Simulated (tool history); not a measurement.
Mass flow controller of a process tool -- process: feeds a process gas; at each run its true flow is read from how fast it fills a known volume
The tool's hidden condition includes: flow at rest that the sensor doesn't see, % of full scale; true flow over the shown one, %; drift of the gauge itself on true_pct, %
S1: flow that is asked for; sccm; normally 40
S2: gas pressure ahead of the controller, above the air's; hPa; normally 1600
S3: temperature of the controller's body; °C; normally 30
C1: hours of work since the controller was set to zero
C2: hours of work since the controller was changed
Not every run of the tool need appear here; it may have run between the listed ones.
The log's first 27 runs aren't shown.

-- day=71.125 controller's zero set anew, once more
run 28 day=73.371 | S1=43 S2=1890 S3=28 | C1=40 C2=3516 | true_flow_(%)=97.38
run 29 day=76.983 | S1=89 S2=1890 S3=36 | C1=104 C2=3580 | true_flow_(%)=97.86
run 30 day=80.412 | S1=89 S2=1890 S3=36 | C1=165 C2=3641 | true_flow_(%)=97.72
run 31 day=82.812 | S1=89 S2=1890 S3=36 | C1=208 C2=3684 | true_flow_(%)=97.71
run 32 day=84.588 | S1=12 S2=1820 S3=34 | C1=239 C2=3715 | true_flow_(%)=95.01
run 33 day=88.133 | S1=12 S2=1920 S3=34 | C1=302 C2=3778 | true_flow_(%)=94.83
run 34 day=89.771 | S1=40 S2=1600 S3=38 | C1=331 C2=3807 | true_flow_(%)=96
run 35 day=93.388 | S1=17 S2=1500 S3=24 | C1=395 C2=3872 | true_flow_(%)=96.56
run 36 day=96.158 | S1=78 S2=1680 S3=26 | C1=444 C2=3921 | true_flow_(%)=98.65
run 37 day=99.742 | S1=78 S2=1680 S3=26 | C1=508 C2=3984 | true_flow_(%)=98.59
run 38 day=101.558 | S1=26 S2=2110 S3=32 | C1=540 C2=4017 | true_flow_(%)=95.58
run 39 day=103.712 | S1=26 S2=2110 S3=32 | C1=579 C2=4055 | true_flow_(%)=95.68
run 40 day=106.862 | S1=14 S2=2330 S3=22 | C1=635 C2=4111 | true_flow_(%)=95.65
run 41 day=108.458 | S1=36 S2=1860 S3=24 | C1=663 C2=4139 | true_flow_(%)=97.12
run 42 day=111.879 | S1=36 S2=1860 S3=24 | C1=724 C2=4200 | true_flow_(%)=97.18

Here are 4 independent what-if runs from the current tool condition. What would each one return?
run A day=114.75 | S1=40 S2=1480 S3=27 | C1=775 C2=4251 | true_flow_(%)=?
run B day=114.75 | S1=40 S2=1600 S3=36 | C1=775 C2=4251 | true_flow_(%)=?
run C day=114.75 | S1=36 S2=1860 S3=22 | C1=775 C2=4251 | true_flow_(%)=?
run D day=114.75 | S1=38 S2=2350 S3=32 | C1=775 C2=4251 | true_flow_(%)=?

run=A true_flow_(%)=96.89
run=B true_flow_(%)=95.86
run=C true_flow_(%)=97.27
run=D true_flow_(%)=95.87
Without the tool's unlogged condition, the same runs would have read:
run=A true_flow_(%)=98.08
run=B true_flow_(%)=97.06
run=C true_flow_(%)=98.52
run=D true_flow_(%)=97.09

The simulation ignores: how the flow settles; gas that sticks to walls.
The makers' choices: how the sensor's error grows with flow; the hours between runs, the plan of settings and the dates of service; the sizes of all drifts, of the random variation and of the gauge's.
